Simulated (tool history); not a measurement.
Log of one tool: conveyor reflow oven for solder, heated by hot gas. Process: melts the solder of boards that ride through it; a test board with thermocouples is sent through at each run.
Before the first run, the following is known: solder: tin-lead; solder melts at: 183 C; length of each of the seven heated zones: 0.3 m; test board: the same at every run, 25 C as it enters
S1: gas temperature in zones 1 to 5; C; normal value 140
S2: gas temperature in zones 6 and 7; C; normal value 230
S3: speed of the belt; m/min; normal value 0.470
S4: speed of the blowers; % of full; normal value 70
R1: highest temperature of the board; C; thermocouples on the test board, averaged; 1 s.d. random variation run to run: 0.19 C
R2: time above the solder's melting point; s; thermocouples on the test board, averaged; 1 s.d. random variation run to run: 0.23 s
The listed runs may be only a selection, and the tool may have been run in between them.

run,day,S1,S2,S3,S4,R1,R2
1,0.000,140,230,0.470,70,207.9,48.1
2,1.092,140,230,0.470,70,207.8,47.9
3,2.242,135,230,0.470,70,206.1,44.9
4,3.733,135,230,0.470,60,202.6,39.8
5,5.425,140,226,0.470,70,204.4,43.6
6,6.171,140,226,0.470,70,203.6,43.3
# day 6.812: flux residue cleaned out of gas plates and filters
7,7.175,140,226,0.470,70,207.3,48.8
8,8.362,140,230,0.470,70,210.4,51.6
9,9.879,140,230,0.470,70,210.3,51.4
10,11.250,140,230,0.470,70,210.4,51.1
# day 11.579: belt drive overhauled, speed set with a stopwatch
11,13.121,125,230,0.470,70,206.6,42.6
12,14.946,125,230,0.470,70,206.3,42.2
13,16.650,140,230,0.470,70,209.2,50.8
14,17.525,140,230,0.470,70,209.5,50.7
15,18.812,140,230,0.470,70,209.5,50.5
16,19.875,140,230,0.444,54,205.9,48.1
# day 20.429: belt drive overhauled, speed set with a stopwatch, once more
17,21.538,140,231,0.470,70,209.3,49.3
18,22.608,129,230,0.559,70,198.1,25.2
19,23.767,129,228,0.431,70,207.0,48.0
20,25.275,140,230,0.448,70,209.5,52.6
# day 26.562: flux residue cleaned out of gas plates and filters
21,26.854,151,230,0.470,87,217.1,62.7
22,28.396,151,230,0.470,87,217.2,62.6
23,29.450,133,222,0.470,87,206.6,46.3
24,30.512,133,222,0.470,87,206.7,45.8
25,31.283,144,222,0.470,56,200.3,39.6
26,32.017,144,222,0.470,56,200.4,39.8
27,32.842,144,222,0.470,56,200.3,39.4
28,34.658,151,230,0.470,70,212.6,57.5
29,36.071,151,230,0.549,90,212.2,49.3

Forecast each of these 3 alternatives for the next run:
A,37.504,140,230,0.470,74,?,?
B,37.504,151,230,0.422,90,?,?
C,37.504,148,230,0.549,82,?,?

run,R1,R2
A,210.8,51.7
B,219.4,72.0
C,209.0,45.0
Without the tool's hidden state the same runs would have given:
run,R1,R2
A,211.6,52.6
B,219.8,72.3
C,210.0,46.2
